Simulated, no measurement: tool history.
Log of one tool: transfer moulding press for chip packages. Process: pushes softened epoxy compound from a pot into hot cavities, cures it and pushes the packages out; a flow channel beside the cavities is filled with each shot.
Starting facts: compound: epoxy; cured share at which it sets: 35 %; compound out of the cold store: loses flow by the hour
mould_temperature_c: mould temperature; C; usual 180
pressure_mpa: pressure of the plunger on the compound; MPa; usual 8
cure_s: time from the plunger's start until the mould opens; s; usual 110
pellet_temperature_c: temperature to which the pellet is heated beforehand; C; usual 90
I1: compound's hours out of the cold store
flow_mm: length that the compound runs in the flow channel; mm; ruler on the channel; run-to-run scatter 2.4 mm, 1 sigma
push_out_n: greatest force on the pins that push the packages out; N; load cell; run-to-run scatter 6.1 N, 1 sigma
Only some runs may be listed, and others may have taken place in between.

{"run": 1, "hour": 0.0, "mould_temperature_c": 180, "pressure_mpa": 8, "cure_s": 110, "pellet_temperature_c": 90, "I1": 17.7, "flow_mm": 562, "push_out_n": 335}
{"run": 2, "hour": 5.6, "mould_temperature_c": 180, "pressure_mpa": 8, "cure_s": 110, "pellet_temperature_c": 81, "I1": 13.1, "flow_mm": 576, "push_out_n": 373}
{"run": 3, "hour": 15.2, "mould_temperature_c": 180, "pressure_mpa": 8.09, "cure_s": 110, "pellet_temperature_c": 81, "I1": 13.5, "flow_mm": 579, "push_out_n": 367}
{"run": 4, "hour": 22.3, "mould_temperature_c": 180, "pressure_mpa": 8.09, "cure_s": 110, "pellet_temperature_c": 81, "I1": 30.7, "flow_mm": 525, "push_out_n": 384}
{"run": 5, "hour": 32.3, "mould_temperature_c": 180, "pressure_mpa": 8.09, "cure_s": 110, "pellet_temperature_c": 81, "I1": 24.3, "flow_mm": 543, "push_out_n": 429}
{"hour": 42.8, "done": "cavities cleaned with cleaning compound and waxed"}
{"run": 6, "hour": 44.3, "mould_temperature_c": 180, "pressure_mpa": 8.09, "cure_s": 110, "pellet_temperature_c": 81, "I1": 40.2, "flow_mm": 504, "push_out_n": 240}
{"run": 7, "hour": 55.4, "mould_temperature_c": 180, "pressure_mpa": 8.09, "cure_s": 110, "pellet_temperature_c": 81, "I1": 31, "flow_mm": 525, "push_out_n": 257}
{"run": 8, "hour": 65.7, "mould_temperature_c": 180, "pressure_mpa": 8, "cure_s": 110, "pellet_temperature_c": 98, "I1": 15.9, "flow_mm": 562, "push_out_n": 286}
{"hour": 68.3, "done": "mould's thermocouples calibrated"}
{"run": 9, "hour": 77.0, "mould_temperature_c": 180, "pressure_mpa": 8, "cure_s": 133, "pellet_temperature_c": 90, "I1": 36.7, "flow_mm": 506, "push_out_n": 253}
{"run": 10, "hour": 87.6, "mould_temperature_c": 180, "pressure_mpa": 8, "cure_s": 133, "pellet_temperature_c": 90, "I1": 30.2, "flow_mm": 517, "push_out_n": 270}
{"run": 11, "hour": 97.2, "mould_temperature_c": 180, "pressure_mpa": 6.02, "cure_s": 110, "pellet_temperature_c": 90, "I1": 38.9, "flow_mm": 432, "push_out_n": 340}
{"run": 12, "hour": 102.8, "mould_temperature_c": 180, "pressure_mpa": 6.02, "cure_s": 110, "pellet_temperature_c": 90, "I1": 25.3, "flow_mm": 465, "push_out_n": 347}
{"run": 13, "hour": 113.8, "mould_temperature_c": 180, "pressure_mpa": 8, "cure_s": 110, "pellet_temperature_c": 86, "I1": 8.8, "flow_mm": 576, "push_out_n": 391}
{"hour": 124.8, "done": "mould's thermocouples calibrated, once more"}
{"hour": 127.3, "done": "plunger's sealing rings changed"}
{"run": 14, "hour": 127.8, "mould_temperature_c": 187, "pressure_mpa": 8, "cure_s": 110, "pellet_temperature_c": 82, "I1": 10.8, "flow_mm": 589, "push_out_n": 320}
{"run": 15, "hour": 133.2, "mould_temperature_c": 187, "pressure_mpa": 8, "cure_s": 106, "pellet_temperature_c": 82, "I1": 21.8, "flow_mm": 556, "push_out_n": 340}
{"hour": 138.2, "done": "cavities cleaned with cleaning compound and waxed"}
{"run": 16, "hour": 143.6, "mould_temperature_c": 185, "pressure_mpa": 8.67, "cure_s": 128, "pellet_temperature_c": 86, "I1": 21.4, "flow_mm": 584, "push_out_n": 198}

Alternative continuations, all from the tool just after run 16; predict every row:
{"run": "A", "hour": 149.7, "mould_temperature_c": 180, "pressure_mpa": 6.31, "cure_s": 125, "pellet_temperature_c": 91, "I1": 12.3, "flow_mm": "?", "push_out_n": "?"}
{"run": "B", "hour": 149.7, "mould_temperature_c": 180, "pressure_mpa": 8.67, "cure_s": 92, "pellet_temperature_c": 91, "I1": 29.2, "flow_mm": "?", "push_out_n": "?"}
{"run": "C", "hour": 149.7, "mould_temperature_c": 188, "pressure_mpa": 8, "cure_s": 121, "pellet_temperature_c": 97, "I1": 44.6, "flow_mm": "?", "push_out_n": "?"}
{"run": "D", "hour": 149.7, "mould_temperature_c": 185, "pressure_mpa": 8.67, "cure_s": 128, "pellet_temperature_c": 99, "I1": 39.1, "flow_mm": "?", "push_out_n": "?"}

run=A flow_mm=532 push_out_n=228
run=B flow_mm=574 push_out_n=388
run=C flow_mm=493 push_out_n=193
run=D flow_mm=529 push_out_n=197
With no hidden state in the tool, these same runs would have given:
run=A flow_mm=534 push_out_n=198
run=B flow_mm=576 push_out_n=338
run=C flow_mm=495 push_out_n=168
run=D flow_mm=531 push_out_n=172
